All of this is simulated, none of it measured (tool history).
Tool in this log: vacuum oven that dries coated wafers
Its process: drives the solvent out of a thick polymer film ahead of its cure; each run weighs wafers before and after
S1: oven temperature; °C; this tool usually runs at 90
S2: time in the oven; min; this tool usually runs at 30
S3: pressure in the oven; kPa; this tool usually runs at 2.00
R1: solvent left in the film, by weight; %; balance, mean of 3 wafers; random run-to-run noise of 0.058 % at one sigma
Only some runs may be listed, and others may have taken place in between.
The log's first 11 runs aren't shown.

Run 12, day 36.879: usual settings. Result: R1 4.47 %.
Run 13, day 39.612: usual settings but S1 81 °C. Result: R1 8.18 %.
Run 14, day 41.883: usual settings. Result: R1 4.56 %.
Run 15, day 45.154: usual settings. Result: R1 4.69 %.
At day 46.750: oven's thermocouples calibrated.
Run 16, day 49.708: usual settings but S1 95 °C. Result: R1 3.18 %.
Run 17, day 54.412: usual settings but S1 95 °C. Result: R1 3.16 %.
Run 18, day 57.092: usual settings but S2 18 min. Result: R1 5.94 %.
Run 19, day 59.221: usual settings but S2 18 min, S3 1.25 kPa. Result: R1 5.32 %.
Run 20, day 62.008: usual settings. Result: R1 4.37 %.
Run 21, day 65.329: usual settings. Result: R1 4.43 %.
Run 22, day 67.983: usual settings but S3 2.01 kPa. Result: R1 4.44 %.
Run 23, day 72.238: usual settings. Result: R1 4.46 %.
Run 24, day 75.254: usual settings but S1 77 °C, S2 20 min. Result: R1 12.00 %.
At day 75.900: vacuum gauge cleaned of residue and calibrated.
Run 25, day 79.075: usual settings but S1 84 °C, S2 45 min, S3 3.07 kPa. Result: R1 5.31 %.
Run 26, day 82.079: usual settings but S3 3.48 kPa. Result: R1 4.91 %.
Run 27, day 84.254: usual settings but S1 84 °C, S2 23 min, S3 2.46 kPa. Result: R1 7.22 %.
Run 28, day 87.375: usual settings but S1 103 °C, S2 23 min, S3 2.46 kPa. Result: R1 1.96 %.
Run 29, day 89.575: usual settings but S1 103 °C, S2 51 min, S3 1.16 kPa. Result: R1 0.88 %.
Run 30, day 93.008: usual settings but S1 88 °C. Result: R1 3.97 %.
Run 31, day 95.879: usual settings but S1 99 °C, S3 1.70 kPa. Result: R1 1.78 %.
Run 32, day 98.846: usual settings but S1 99 °C, S3 1.70 kPa. Result: R1 1.72 %.

The next listed run, before its measurement:
Run 33, day 102.383: usual settings but S1 101 °C, S3 6.64 kPa. Result: R1 ?.

Logged for run 33: R1 5.52 %.
The same run, on a tool lacking any hidden state, would have yielded R1 5.13 %.

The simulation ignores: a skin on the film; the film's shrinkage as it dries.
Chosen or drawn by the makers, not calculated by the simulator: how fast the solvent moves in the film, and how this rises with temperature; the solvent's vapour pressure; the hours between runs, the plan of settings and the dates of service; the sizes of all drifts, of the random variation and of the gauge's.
